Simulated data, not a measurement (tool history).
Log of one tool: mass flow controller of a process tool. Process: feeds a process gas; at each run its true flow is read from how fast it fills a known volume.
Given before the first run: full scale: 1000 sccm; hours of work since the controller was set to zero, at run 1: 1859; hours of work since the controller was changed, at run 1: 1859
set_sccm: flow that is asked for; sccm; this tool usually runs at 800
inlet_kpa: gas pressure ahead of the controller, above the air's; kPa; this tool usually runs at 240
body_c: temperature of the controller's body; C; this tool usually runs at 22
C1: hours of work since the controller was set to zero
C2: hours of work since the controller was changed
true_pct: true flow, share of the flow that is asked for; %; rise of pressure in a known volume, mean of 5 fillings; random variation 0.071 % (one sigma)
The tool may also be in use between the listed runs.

{"run": 1, "hour": 0.0, "set_sccm": 800, "inlet_kpa": 240, "body_c": 22, "C1": 1859, "C2": 1859, "true_pct": 99.11}
{"run": 2, "hour": 90.5, "set_sccm": 800, "inlet_kpa": 240, "body_c": 22, "C1": 1922, "C2": 1922, "true_pct": 98.99}
{"run": 3, "hour": 197.3, "set_sccm": 800, "inlet_kpa": 240, "body_c": 22, "C1": 1996, "C2": 1996, "true_pct": 98.91}
{"run": 4, "hour": 309.8, "set_sccm": 800, "inlet_kpa": 240, "body_c": 22, "C1": 2073, "C2": 2073, "true_pct": 98.87}
{"run": 5, "hour": 443.5, "set_sccm": 800, "inlet_kpa": 240, "body_c": 22, "C1": 2166, "C2": 2166, "true_pct": 98.92}
{"run": 6, "hour": 569.1, "set_sccm": 800, "inlet_kpa": 240, "body_c": 22, "C1": 2253, "C2": 2253, "true_pct": 98.96}
{"run": 7, "hour": 736.1, "set_sccm": 800, "inlet_kpa": 240, "body_c": 22, "C1": 2368, "C2": 2368, "true_pct": 98.87}
{"run": 8, "hour": 850.8, "set_sccm": 800, "inlet_kpa": 240, "body_c": 22, "C1": 2447, "C2": 2447, "true_pct": 98.85}
{"run": 9, "hour": 983.5, "set_sccm": 800, "inlet_kpa": 240, "body_c": 22, "C1": 2539, "C2": 2539, "true_pct": 98.8}
{"run": 10, "hour": 1127.2, "set_sccm": 800, "inlet_kpa": 240, "body_c": 22, "C1": 2638, "C2": 2638, "true_pct": 98.86}
{"run": 11, "hour": 1244.7, "set_sccm": 800, "inlet_kpa": 240, "body_c": 23, "C1": 2719, "C2": 2719, "true_pct": 98.85}
{"run": 12, "hour": 1400.8, "set_sccm": 800, "inlet_kpa": 240, "body_c": 25, "C1": 2827, "C2": 2827, "true_pct": 98.89}
{"run": 13, "hour": 1552.3, "set_sccm": 800, "inlet_kpa": 240, "body_c": 27, "C1": 2932, "C2": 2932, "true_pct": 98.91}
{"run": 14, "hour": 1673.8, "set_sccm": 800, "inlet_kpa": 240, "body_c": 22, "C1": 3016, "C2": 3016, "true_pct": 98.68}
{"run": 15, "hour": 1838.7, "set_sccm": 800, "inlet_kpa": 240, "body_c": 22, "C1": 3130, "C2": 3130, "true_pct": 98.64}
{"run": 16, "hour": 1971.1, "set_sccm": 800, "inlet_kpa": 240, "body_c": 22, "C1": 3221, "C2": 3221, "true_pct": 98.58}
{"run": 17, "hour": 2101.4, "set_sccm": 388, "inlet_kpa": 240, "body_c": 22, "C1": 3311, "C2": 3311, "true_pct": 97.23}
{"run": 18, "hour": 2276.4, "set_sccm": 800, "inlet_kpa": 240, "body_c": 25, "C1": 3432, "C2": 3432, "true_pct": 98.65}
{"run": 19, "hour": 2361.1, "set_sccm": 145, "inlet_kpa": 240, "body_c": 22, "C1": 3491, "C2": 3491, "true_pct": 95.57}
{"hour": 2369.7, "done": "controller's zero set anew"}
{"run": 20, "hour": 2533.8, "set_sccm": 145, "inlet_kpa": 240, "body_c": 22, "C1": 113, "C2": 3610, "true_pct": 94.9}
{"run": 21, "hour": 2611.5, "set_sccm": 145, "inlet_kpa": 240, "body_c": 22, "C1": 167, "C2": 3663, "true_pct": 94.99}
{"hour": 2662.5, "done": "controller's zero set anew, once more"}
{"run": 22, "hour": 2690.2, "set_sccm": 800, "inlet_kpa": 240, "body_c": 22, "C1": 19, "C2": 3717, "true_pct": 98.56}
{"run": 23, "hour": 2788.5, "set_sccm": 800, "inlet_kpa": 240, "body_c": 22, "C1": 87, "C2": 3785, "true_pct": 98.61}
{"run": 24, "hour": 2954.2, "set_sccm": 800, "inlet_kpa": 240, "body_c": 38, "C1": 202, "C2": 3900, "true_pct": 99.28}
{"run": 25, "hour": 3099.3, "set_sccm": 796, "inlet_kpa": 240, "body_c": 31, "C1": 302, "C2": 4000, "true_pct": 98.85}
{"run": 26, "hour": 3189.2, "set_sccm": 260, "inlet_kpa": 224, "body_c": 36, "C1": 364, "C2": 4062, "true_pct": 97.16}
{"run": 27, "hour": 3318.9, "set_sccm": 260, "inlet_kpa": 224, "body_c": 36, "C1": 454, "C2": 4152, "true_pct": 97.08}
{"run": 28, "hour": 3477.9, "set_sccm": 260, "inlet_kpa": 231, "body_c": 22, "C1": 563, "C2": 4261, "true_pct": 96.56}
{"run": 29, "hour": 3596.5, "set_sccm": 260, "inlet_kpa": 231, "body_c": 22, "C1": 645, "C2": 4343, "true_pct": 96.67}
{"run": 30, "hour": 3769.8, "set_sccm": 260, "inlet_kpa": 231, "body_c": 22, "C1": 765, "C2": 4463, "true_pct": 96.52}
{"run": 31, "hour": 3925.4, "set_sccm": 778, "inlet_kpa": 191, "body_c": 23, "C1": 873, "C2": 4571, "true_pct": 98.05}
{"run": 32, "hour": 4054.2, "set_sccm": 211, "inlet_kpa": 234, "body_c": 27, "C1": 961, "C2": 4660, "true_pct": 96.47}
{"run": 33, "hour": 4139.3, "set_sccm": 111, "inlet_kpa": 168, "body_c": 25, "C1": 1020, "C2": 4718, "true_pct": 95.15}
{"run": 34, "hour": 4277.2, "set_sccm": 111, "inlet_kpa": 168, "body_c": 31, "C1": 1116, "C2": 4814, "true_pct": 95.41}
{"run": 35, "hour": 4381.3, "set_sccm": 157, "inlet_kpa": 168, "body_c": 31, "C1": 1187, "C2": 4886, "true_pct": 95.74}
{"run": 36, "hour": 4509.5, "set_sccm": 586, "inlet_kpa": 168, "body_c": 31, "C1": 1276, "C2": 4974, "true_pct": 97.48}
{"run": 37, "hour": 4627.2, "set_sccm": 390, "inlet_kpa": 147, "body_c": 33, "C1": 1357, "C2": 5055, "true_pct": 96.67}
{"run": 38, "hour": 4776.7, "set_sccm": 800, "inlet_kpa": 240, "body_c": 30, "C1": 1461, "C2": 5159, "true_pct": 98.42}
{"run": 39, "hour": 4911.7, "set_sccm": 365, "inlet_kpa": 205, "body_c": 21, "C1": 1554, "C2": 5252, "true_pct": 96.43}
{"run": 40, "hour": 5032.1, "set_sccm": 365, "inlet_kpa": 205, "body_c": 21, "C1": 1637, "C2": 5335, "true_pct": 96.43}
{"run": 41, "hour": 5162.7, "set_sccm": 996, "inlet_kpa": 167, "body_c": 32, "C1": 1727, "C2": 5425, "true_pct": 98.65}
{"run": 42, "hour": 5268.8, "set_sccm": 763, "inlet_kpa": 249, "body_c": 32, "C1": 1801, "C2": 5499, "true_pct": 98.5}
{"run": 43, "hour": 5412.0, "set_sccm": 533, "inlet_kpa": 240, "body_c": 22, "C1": 1900, "C2": 5598, "true_pct": 97.18}
{"run": 44, "hour": 5548.6, "set_sccm": 800, "inlet_kpa": 147, "body_c": 22, "C1": 1994, "C2": 5692, "true_pct": 97.47}
{"run": 45, "hour": 5644.8, "set_sccm": 196, "inlet_kpa": 254, "body_c": 22, "C1": 2060, "C2": 5758, "true_pct": 95.83}

For run 46, what comes out?
{"run": 46, "hour": 5747.7, "set_sccm": 196, "inlet_kpa": 254, "body_c": 22, "C1": 2131, "C2": 5830, "true_pct": "?"}

true_pct: 95.78 %
On a tool with no hidden condition, and with the same random variation, this run would have come out at true_pct 97.78 %.
